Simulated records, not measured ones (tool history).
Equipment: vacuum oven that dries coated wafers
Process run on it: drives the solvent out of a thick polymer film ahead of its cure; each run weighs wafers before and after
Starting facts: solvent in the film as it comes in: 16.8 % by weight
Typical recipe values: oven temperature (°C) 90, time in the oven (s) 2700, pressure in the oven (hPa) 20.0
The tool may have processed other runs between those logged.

run   hour  oven temperature (°C)  time in the oven (s)  pressure in the oven (hPa)  solvent left in the film (%)
  1    0.0                     90                  2700                        20.0                          1.23
  2    6.9                     90                  2700                        20.0                          1.22
  3   16.9                     90                  2700                        20.0                          1.24
  4   25.1                     90                  2700                        20.0                          1.21
  5   37.7                     90                  2700                        20.0                          1.25
  6   46.5                     90                  2700                        20.0                          1.23
  7   59.2                     90                  2700                        20.0                          1.22
  8   68.1                     90                  2700                        20.0                          1.28
  9   79.7                     90                  2700                        20.0                          1.27
 10   91.4                    101                  2700                        20.0                          0.43
 11  102.9                     76                  2700                        39.7                          5.11
 12  113.2                     99                  1440                        28.5                          1.60
 13  125.6                     88                  1440                        17.4                          3.78
 14  134.4                     88                  1440                        17.4                          3.81
 15  144.4                    102                  3180                        51.7                          0.91
 16  155.0                     90                  1620                        20.0                          2.79
 17  165.7                     90                  1860                        20.0                          2.32
 18  176.6                     99                  1560                        10.5                          1.07
 19  187.0                     99                  1560                        10.5                          1.10

5 ways to go on from here, each from the tool as it stands after run 19. What would each give?
  A  199.3                     99                  1560                        74.3                             ?
  B  199.3                     99                  1560                        16.1                             ?
  C  199.3                     84                  3420                        20.0                             ?
  D  199.3                     84                  1560                        10.5                             ?
  E  199.3                     81                  2340                        10.5                             ?

run  solvent left in the film (%)
  A                          2.26
  B                          1.20
  C                          1.63
  D                          4.36
  E                          3.34
Without the tool's hidden state the same runs would have given:
run  solvent left in the film (%)
  A                          2.28
  B                          1.21
  C                          1.64
  D                          4.39
  E                          3.36
